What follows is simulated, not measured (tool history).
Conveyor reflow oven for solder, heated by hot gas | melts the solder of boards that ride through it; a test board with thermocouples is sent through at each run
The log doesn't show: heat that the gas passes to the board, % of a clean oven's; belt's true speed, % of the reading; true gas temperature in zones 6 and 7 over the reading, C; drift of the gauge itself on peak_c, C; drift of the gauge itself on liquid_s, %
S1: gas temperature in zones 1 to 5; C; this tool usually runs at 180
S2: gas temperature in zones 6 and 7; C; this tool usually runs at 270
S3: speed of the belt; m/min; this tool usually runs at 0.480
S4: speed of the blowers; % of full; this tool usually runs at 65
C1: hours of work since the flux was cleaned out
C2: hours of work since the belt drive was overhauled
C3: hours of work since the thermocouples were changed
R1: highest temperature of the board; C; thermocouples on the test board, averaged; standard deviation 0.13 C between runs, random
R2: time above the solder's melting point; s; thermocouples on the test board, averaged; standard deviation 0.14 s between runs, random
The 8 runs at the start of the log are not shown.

Run 9, day 14.883: usual settings but S3 0.505 m/min; C1 326; C2 1203; C3 732. Result: R1 251.6 C, R2 54.7 s.
At day 15.358: belt drive overhauled, speed set with a stopwatch.
Run 10, day 17.121: usual settings but S3 0.505 m/min; C1 349; C2 19; C3 755. Result: R1 250.9 C, R2 53.0 s.
Run 11, day 18.183: usual settings but S3 0.505 m/min; C1 360; C2 31; C3 766. Result: R1 250.7 C, R2 53.1 s.
Run 12, day 19.688: usual settings; C1 377; C2 47; C3 783. Result: R1 252.5 C, R2 57.8 s.
Run 13, day 21.367: usual settings but S2 262 C; C1 395; C2 66; C3 801. Result: R1 245.8 C, R2 52.4 s.
At day 22.446: flux residue cleaned out of gas plates and filters.
At day 23.750: thermocouples of zones 6 and 7 changed.
Run 14, day 23.992: usual settings but S2 262 C; C1 16; C2 91; C3 3. Result: R1 246.8 C, R2 53.6 s.
Run 15, day 26.050: usual settings but S2 262 C; C1 38; C2 113; C3 25. Result: R1 246.6 C, R2 53.8 s.
Run 16, day 28.225: usual settings but S2 262 C; C1 62; C2 137; C3 49. Result: R1 246.7 C, R2 53.4 s.
Run 17, day 30.088: usual settings but S2 260 C, S4 54 % of full; C1 82; C2 157; C3 69. Result: R1 242.8 C, R2 49.6 s.
Run 18, day 31.912: usual settings but S2 260 C, S4 54 % of full; C1 102; C2 177; C3 89. Result: R1 242.6 C, R2 49.2 s.
Run 19, day 33.217: usual settings but S1 192 C, S2 278 C; C1 117; C2 192; C3 103. Result: R1 262.4 C, R2 69.0 s.
Run 20, day 35.108: usual settings but S1 195 C; C1 137; C2 212; C3 124. Result: R1 255.8 C, R2 66.9 s.
Run 21, day 36.825: usual settings but S3 0.533 m/min; C1 156; C2 231; C3 143. Result: R1 249.5 C, R2 49.2 s.
Run 22, day 38.154: usual settings but S3 0.533 m/min; C1 170; C2 245; C3 157. Result: R1 249.5 C, R2 49.2 s.
Run 23, day 39.746: usual settings but S1 189 C, S2 264 C, S3 0.464 m/min; C1 188; C2 263; C3 174. Result: R1 250.8 C, R2 63.0 s.
Run 24, day 41.075: usual settings but S1 189 C, S2 264 C, S3 0.464 m/min; C1 202; C2 277; C3 189. Result: R1 250.7 C, R2 63.2 s.
Run 25, day 43.288: usual settings but S1 192 C, S2 264 C, S3 0.491 m/min, S4 68 % of full; C1 226; C2 301; C3 213. Result: R1 250.2 C, R2 60.1 s.
Run 26, day 45.796: usual settings but S1 191 C, S3 0.385 m/min, S4 68 % of full; C1 254; C2 329; C3 240. Result: R1 261.1 C, R2 85.9 s.
Run 27, day 48.029: usual settings but S1 191 C, S3 0.385 m/min, S4 68 % of full; C1 278; C2 353; C3 265. Result: R1 260.7 C, R2 85.8 s.
Run 28, day 50.004: usual settings but S1 191 C, S3 0.501 m/min, S4 81 % of full; C1 300; C2 375; C3 286. Result: R1 255.8 C, R2 62.3 s.
Run 29, day 51.246: usual settings but S1 190 C, S3 0.496 m/min; C1 313; C2 388; C3 300. Result: R1 253.3 C, R2 60.9 s.
Run 30, day 53.433: usual settings but S1 169 C, S3 0.429 m/min, S4 56 % of full; C1 337; C2 412; C3 324. Result: R1 252.3 C, R2 61.1 s.

Predict each of these 5 candidate next runs independently; none follows another, all start after run 30:
Run A, day 55.033: usual settings but S1 189 C, S3 0.437 m/min, S4 51 % of full; C1 354; C2 429; C3 341. Result: R1 ?, R2 ?.
Run B, day 55.033: usual settings but S2 277 C, S3 0.388 m/min; C1 354; C2 429; C3 341. Result: R1 ?, R2 ?.
Run C, day 55.033: usual settings but S1 194 C, S2 260 C, S3 0.573 m/min; C1 354; C2 429; C3 341. Result: R1 ?, R2 ?.
Run D, day 55.033: usual settings but S1 184 C, S2 275 C, S4 81 % of full; C1 354; C2 429; C3 341. Result: R1 ?, R2 ?.
Run E, day 55.033: usual settings but S2 271 C, S3 0.492 m/min; C1 354; C2 429; C3 341. Result: R1 ?, R2 ?.

run     R1    R2
  A  254.7  69.5
  B  265.1  82.1
  C  241.9  45.0
  D  260.1  64.8
  E  252.5  56.1
Take away the tool's hidden state, keep each run's random variation, and the runs would have read:
run     R1    R2
  A  255.3  69.9
  B  265.8  82.3
  C  242.9  46.3
  D  261.2  65.3
  E  253.6  57.0

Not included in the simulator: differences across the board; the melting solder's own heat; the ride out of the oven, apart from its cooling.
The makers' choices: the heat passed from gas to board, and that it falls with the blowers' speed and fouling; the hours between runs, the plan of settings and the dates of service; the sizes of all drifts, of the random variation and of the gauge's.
